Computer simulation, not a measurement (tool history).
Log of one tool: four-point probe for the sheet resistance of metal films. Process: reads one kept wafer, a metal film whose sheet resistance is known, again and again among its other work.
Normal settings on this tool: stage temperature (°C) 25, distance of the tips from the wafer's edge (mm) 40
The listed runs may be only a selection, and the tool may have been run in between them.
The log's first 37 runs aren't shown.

run	hour	stage temperature (°C)	distance of the tips from the wafer's edge (mm)	sheet resistance as the instrument gives it (ohm/square)
38	1439.1	22	66	1.922173
39	1470.5	34	7	1.9236
40	1493.2	34	7	1.923801
41	1514.9	28	7	1.926927
42	1557.2	22	10	1.927383
43	1585.5	23	32	1.923445
44	1630	26	53	1.92221
45	1677.3	30	6	1.931313
46	1708.6	24	40	1.923257

Predict each of these 3 candidate next runs independently; none follows another, all start after run 46:
A	1736.6	22	57	?
B	1736.6	33	40	?
C	1736.6	33	14	?

run	sheet resistance as the instrument gives it (ohm/square)
A	1.924799
B	1.919225
C	1.920874
The same runs, with their run-to-run variation unchanged, on a tool lacking any hidden condition would have given:
run	sheet resistance as the instrument gives it (ohm/square)
A	1.900626
B	1.895146
C	1.896777

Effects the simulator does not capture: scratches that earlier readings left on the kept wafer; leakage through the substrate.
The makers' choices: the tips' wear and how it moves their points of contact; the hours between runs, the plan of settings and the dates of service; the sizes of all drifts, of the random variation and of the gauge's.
